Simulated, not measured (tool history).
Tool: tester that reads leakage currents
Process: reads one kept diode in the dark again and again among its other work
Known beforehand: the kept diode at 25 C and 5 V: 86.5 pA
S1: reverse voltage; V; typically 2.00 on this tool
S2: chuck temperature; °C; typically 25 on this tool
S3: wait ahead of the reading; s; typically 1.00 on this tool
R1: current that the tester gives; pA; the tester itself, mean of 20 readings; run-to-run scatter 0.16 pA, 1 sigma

run    hour     S1  S2    S3       R1
  1     0.0   2.00  25  1.00    57.62
  2    91.0   2.00  25  0.71    58.31
  3   199.2   2.00  25  0.71    58.82
  4   291.2   2.00  46  1.00   235.46
      370.0  -- chuck's temperature calibrated
  5   408.2   2.00  46  1.00   256.65
  6   466.8   2.00  46  1.00   257.45
  7   529.7   2.00  46  1.00   259.00
  8   647.4   2.00  46  1.00   260.13
  9   699.5   2.00  46  1.00   262.38
 10   770.2   2.00  46  1.00   264.31
      854.3  -- chuck's temperature calibrated, once more
 11   854.3   2.00  46  1.00   204.36
 12   955.9   2.00  57  1.00   398.72
 13  1029.6   2.00  57  1.00   400.91
 14  1093.9   2.00  57  1.00   405.51
 15  1177.8   2.00  25  4.62    52.45
     1267.6  -- tester calibrated
 16  1267.6   2.00  25  4.62    53.55
 17  1385.9   2.00  25  1.00    54.87
 18  1471.0   2.00  25  1.00    55.60
 19  1568.0   2.00  25  1.00    55.93
 20  1650.6   9.81  25  1.00   153.40
 21  1737.3   9.81  25  1.00   154.17
 22  1800.0   2.00  32  0.33    91.88
 23  1905.1   2.00  32  0.33    93.32
 24  1961.2   6.66  27  0.96   141.86
 25  2083.1  14.56  25  1.00   206.91
 26  2179.0   2.00  26  1.41    64.14
 27  2260.7   2.74  25  5.00    72.95
 28  2361.8   2.74  25  5.00    73.95
 29  2423.8   7.38  28  3.23   168.57
 30  2482.3   2.84  30  3.23   106.85
     2516.8  -- chuck's temperature calibrated
 31  2585.8   2.84  30  3.23    93.03
 32  2673.0  19.45  57  1.00  1611.61
 33  2796.3  19.45  38  1.00   529.16
     2873.9  -- probe card cleaned and baked
 34  2894.3   1.13  38  0.44    89.88
 35  2984.3   1.13  38  0.44    91.21
 36  3097.7  12.31  38  0.44   381.42
 37  3166.6   1.68  38  0.44   117.11
 38  3222.7   1.81  38  0.44   122.81
 39  3305.6   1.31  22  0.44    34.23

Here are 3 independent what-if runs from the current tool condition. What would each one return?
  A  3424.9  3.70  46  3.84   ?
  B  3424.9  1.31  22  1.30   ?
  C  3424.9  1.31  22  0.46   ?

run      R1
  A  320.00
  B   34.45
  C   34.56
Had the tool no hidden state, the same runs would have come out as:
run      R1
  A  298.34
  B   31.50
  C   31.61
